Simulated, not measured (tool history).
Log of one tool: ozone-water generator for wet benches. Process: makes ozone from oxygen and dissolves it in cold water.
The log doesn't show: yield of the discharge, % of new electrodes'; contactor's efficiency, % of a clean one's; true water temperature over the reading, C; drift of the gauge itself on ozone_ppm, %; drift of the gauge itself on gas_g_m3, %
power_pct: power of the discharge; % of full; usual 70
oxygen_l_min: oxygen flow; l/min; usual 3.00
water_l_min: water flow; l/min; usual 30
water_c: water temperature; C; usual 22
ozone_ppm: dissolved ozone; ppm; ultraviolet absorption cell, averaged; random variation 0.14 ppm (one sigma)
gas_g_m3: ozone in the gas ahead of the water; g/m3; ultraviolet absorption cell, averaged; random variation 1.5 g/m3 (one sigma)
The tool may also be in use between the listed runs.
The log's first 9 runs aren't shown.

| run | hour | power_pct | oxygen_l_min | water_l_min | water_c | hours of work since the electrodes were changed | hours of work since the contactor was cleaned | hours of work since the thermometer was calibrated | ozone_ppm | gas_g_m3 |
|---|---|---|---|---|---|---|---|---|---|---|
| 10 | 501.4 | 70 | 3.00 | 30 | 22 | 1573 | 5025 | 2282 | 15.5 | 260.3 |
| 11 | 571.1 | 70 | 3.00 | 34 | 22 | 1641 | 5093 | 2350 | 13.6 | 261.5 |
| 12 | 624.9 | 70 | 3.00 | 34 | 22 | 1693 | 5146 | 2402 | 13.5 | 261.6 |
| 13 | 700.7 | 70 | 3.00 | 30 | 22 | 1767 | 5220 | 2476 | 15.3 | 260.6 |
| 14 | 765.3 | 70 | 3.00 | 30 | 22 | 1830 | 5283 | 2539 | 15.3 | 260.6 |
| 15 | 805.7 | 70 | 3.00 | 30 | 22 | 1869 | 5322 | 2578 | 15.2 | 259.1 |
| 16 | 866.7 | 70 | 3.00 | 30 | 18 | 1929 | 5381 | 2638 | 15.8 | 255.1 |
| 17 | 916.3 | 70 | 3.00 | 30 | 18 | 1977 | 5430 | 2686 | 15.7 | 259.3 |
| 18 | 971.2 | 51 | 3.00 | 30 | 17 | 2030 | 5483 | 2740 | 12.0 | 195.7 |
| 19 | 1039.3 | 92 | 2.04 | 41 | 15 | 2097 | 5550 | 2806 | 12.9 | 399.0 |
|  | 1046.5 | contactor cleaned |
| 20 | 1109.8 | 92 | 2.04 | 41 | 15 | 2162 | 62 | 2871 | 12.2 | 397.8 |
| 21 | 1155.0 | 80 | 2.04 | 41 | 26 | 2206 | 106 | 2915 | 10.3 | 349.1 |
| 22 | 1194.1 | 80 | 2.04 | 41 | 26 | 2244 | 144 | 2953 | 10.3 | 350.1 |
| 23 | 1263.0 | 80 | 2.04 | 41 | 26 | 2311 | 211 | 3020 | 10.4 | 350.4 |
|  | 1285.5 | water thermometer calibrated |
|  | 1316.8 | contactor cleaned, once more |
| 24 | 1320.8 | 61 | 5.00 | 32 | 16 | 2363 | 4 | 30 | 15.5 | 173.8 |
| 25 | 1384.2 | 70 | 1.92 | 39 | 14 | 2425 | 66 | 92 | 11.0 | 319.9 |
| 26 | 1436.1 | 70 | 1.92 | 39 | 14 | 2475 | 116 | 143 | 10.8 | 319.7 |
| 27 | 1472.5 | 70 | 3.00 | 30 | 26 | 2511 | 152 | 178 | 15.1 | 253.5 |
| 28 | 1541.3 | 70 | 1.63 | 24 | 27 | 2578 | 219 | 245 | 15.7 | 346.2 |
| 29 | 1586.1 | 89 | 2.56 | 32 | 22 | 2621 | 262 | 289 | 17.3 | 337.3 |
| 30 | 1637.6 | 89 | 2.56 | 32 | 22 | 2672 | 313 | 339 | 17.1 | 337.2 |
| 31 | 1678.3 | 70 | 5.33 | 30 | 22 | 2711 | 352 | 379 | 17.1 | 189.9 |
| 32 | 1729.9 | 70 | 5.33 | 30 | 22 | 2762 | 403 | 429 | 17.0 | 188.5 |
| 33 | 1798.8 | 86 | 3.00 | 46 | 22 | 2829 | 470 | 496 | 11.9 | 300.7 |
| 34 | 1861.3 | 86 | 3.00 | 46 | 22 | 2890 | 531 | 557 | 11.9 | 299.7 |

Forecast each of these 3 alternatives for the next run:
| A | 1922.3 | 70 | 1.83 | 47 | 23 | 2949 | 590 | 617 | ? | ? |
| B | 1922.3 | 70 | 3.00 | 30 | 28 | 2949 | 590 | 617 | ? | ? |
| C | 1922.3 | 70 | 3.00 | 30 | 24 | 2949 | 590 | 617 | ? | ? |

| run | ozone_ppm | gas_g_m3 |
|---|---|---|
| A | 8.3 | 319.2 |
| B | 14.3 | 249.3 |
| C | 15.1 | 249.2 |
Without the tool's hidden state the same runs would have given:
| run | ozone_ppm | gas_g_m3 |
|---|---|---|
| A | 9.2 | 351.3 |
| B | 15.9 | 274.5 |
| C | 16.7 | 274.3 |
